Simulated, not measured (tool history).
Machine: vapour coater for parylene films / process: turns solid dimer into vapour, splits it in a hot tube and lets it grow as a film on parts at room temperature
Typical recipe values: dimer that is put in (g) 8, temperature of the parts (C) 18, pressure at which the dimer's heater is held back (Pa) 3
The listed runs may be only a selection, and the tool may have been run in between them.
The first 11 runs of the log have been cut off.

run	day	dimer that is put in (g)	temperature of the parts (C)	pressure at which the dimer's heater is held back (Pa)	hours of work since the trap's valve was overhauled	hours of work since the table's thermometer was calibrated	thickness of the film (µm)
12	5.838	8	18	3	59	216	2.03
13	6.458	4	18	3	66	222	1
14	6.858	8	18	3	70	226	2
15	7.271	8	18	10.9	74	230	1.71
16	7.833	8	18	10.9	80	236	1.72
17	8.508	8	18	10.9	87	243	1.73
18	8.862	8	18	10.9	90	247	1.68
19	9.571	6	18	2.01	98	254	1.55
20	10.333	8	18	3.38	105	262	1.96
21	10.867	8	18	6.2	111	267	1.79
22	11.262	5	21	2.38	115	271	1.13
23	11.938	6	10	2.6	122	278	2.01
24	12.425	11	18	4.55	127	283	2.54
25	12.925	11	18	4.55	132	288	2.56
# day 13.154: trap's valve overhauled
26	13.775	11	18	4.55	6	295	2.5
27	14.467	11	18	4.55	13	302	2.49
28	14.85	11	18	4.55	17	306	2.47
29	15.196	7	11	4.55	21	310	2.03
30	15.854	11	14	2.52	28	316	3.09
# day 16.733: trap's valve overhauled, once more
31	16.796	11	13	5.66	1	324	3.17
32	17.142	11	13	5.66	4	328	3.14
33	17.883	7	13	5.66	12	335	1.99
34	18.5	7	29	5.66	18	342	1.14
35	18.929	7	29	5.66	22	346	1.13
36	19.612	7	11	3.1	29	353	2.32

What if the next run were any one of these 5? Each begins from the tool's condition after run 36:
A	20.204	3	11	6.56	35	359	?
B	20.204	8	18	2.18	35	359	?
C	20.204	8	22	3	35	359	?
D	20.204	8	14	3	35	359	?
E	20.204	14	27	2.59	35	359	?

run	thickness of the film (µm)
A	0.87
B	2.13
C	1.77
D	2.34
E	2.64
Take away the tool's hidden state, keep each run's random variation, and the runs would have read:
run	thickness of the film (µm)
A	0.87
B	2.13
C	1.78
D	2.34
E	2.64
